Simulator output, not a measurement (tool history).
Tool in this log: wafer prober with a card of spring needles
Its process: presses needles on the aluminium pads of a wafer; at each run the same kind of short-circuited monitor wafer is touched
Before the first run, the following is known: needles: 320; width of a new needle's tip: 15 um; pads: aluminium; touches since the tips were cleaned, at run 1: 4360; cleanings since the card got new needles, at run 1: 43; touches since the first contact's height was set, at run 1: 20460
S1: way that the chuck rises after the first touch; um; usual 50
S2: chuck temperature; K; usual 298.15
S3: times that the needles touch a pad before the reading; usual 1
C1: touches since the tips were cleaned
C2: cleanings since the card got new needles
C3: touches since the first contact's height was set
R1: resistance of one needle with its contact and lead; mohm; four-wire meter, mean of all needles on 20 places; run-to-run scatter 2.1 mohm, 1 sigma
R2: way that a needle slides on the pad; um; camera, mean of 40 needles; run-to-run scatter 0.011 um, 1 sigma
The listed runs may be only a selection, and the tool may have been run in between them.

| run | hour | S1 | S2 | S3 | C1 | C2 | C3 | R1 | R2 |
|---|---|---|---|---|---|---|---|---|---|
| 1 | 0.0 | 50 | 298.15 | 1 | 4360 | 43 | 20460 | 333 | 8.35 |
|  | 3.8 | tips cleaned on abrasive film |
|  | 17.3 | tips cleaned on abrasive film |
| 2 | 19.2 | 50 | 298.15 | 1 | 854 | 45 | 29118 | 272 | 8.36 |
|  | 30.9 | tips cleaned on abrasive film |
| 3 | 36.2 | 50 | 298.15 | 1 | 2413 | 46 | 36820 | 306 | 8.35 |
|  | 43.9 | tips cleaned on abrasive film |
| 4 | 52.3 | 45 | 298.15 | 1 | 3834 | 47 | 44098 | 351 | 7.47 |
|  | 57.1 | tips cleaned on abrasive film |
|  | 71.0 | tips cleaned on abrasive film |
| 5 | 73.2 | 45 | 298.15 | 1 | 1028 | 49 | 53548 | 300 | 7.46 |
| 6 | 83.5 | 58 | 298.15 | 1 | 5734 | 49 | 58254 | 315 | 9.64 |
|  | 84.7 | tips cleaned on abrasive film |
|  | 98.2 | tips cleaned on abrasive film |
| 7 | 100.9 | 58 | 298.15 | 1 | 1237 | 51 | 66055 | 275 | 9.64 |
|  | 105.6 | height of the first contact set anew |
|  | 113.0 | tips cleaned on abrasive film |
| 8 | 116.5 | 36 | 298.15 | 2 | 1580 | 52 | 4934 | 310 | 5.89 |
|  | 127.0 | tips cleaned on abrasive film |
| 9 | 132.0 | 49 | 298.15 | 1 | 2241 | 53 | 11933 | 301 | 8.05 |
|  | 140.5 | tips cleaned on abrasive film |
|  | 146.6 | height of the first contact set anew, once more |
| 10 | 149.7 | 60 | 298.15 | 1 | 4083 | 54 | 1432 | 297 | 10.10 |
|  | 153.8 | tips cleaned on abrasive film |
|  | 168.1 | tips cleaned on abrasive film |
| 11 | 168.9 | 48 | 318.15 | 2 | 366 | 56 | 10064 | 255 | 8.04 |
|  | 182.6 | tips cleaned on abrasive film |
| 12 | 183.9 | 50 | 298.15 | 3 | 597 | 57 | 16860 | 241 | 8.36 |
| 13 | 193.1 | 50 | 310.15 | 3 | 4803 | 57 | 21066 | 278 | 8.36 |

Alternative continuations, all from the tool just after run 13; predict every row:
|  | 196.9 | tips cleaned on abrasive film |
| A | 208.6 | 50 | 344.15 | 3 | 5314 | 58 | 28078 | ? | ? |
|  | 196.9 | tips cleaned on abrasive film |
| B | 208.6 | 40 | 310.15 | 3 | 5314 | 58 | 28078 | ? | ? |
|  | 196.9 | tips cleaned on abrasive film |
| C | 208.6 | 50 | 394.15 | 3 | 5314 | 58 | 28078 | ? | ? |

| run | R1 | R2 |
|---|---|---|
| A | 282 | 8.34 |
| B | 301 | 6.67 |
| C | 293 | 8.36 |
With the hidden condition removed and each run's random variation left untouched, the same runs would have given:
| run | R1 | R2 |
|---|---|---|
| A | 241 | 8.39 |
| B | 237 | 6.72 |
| C | 256 | 8.41 |

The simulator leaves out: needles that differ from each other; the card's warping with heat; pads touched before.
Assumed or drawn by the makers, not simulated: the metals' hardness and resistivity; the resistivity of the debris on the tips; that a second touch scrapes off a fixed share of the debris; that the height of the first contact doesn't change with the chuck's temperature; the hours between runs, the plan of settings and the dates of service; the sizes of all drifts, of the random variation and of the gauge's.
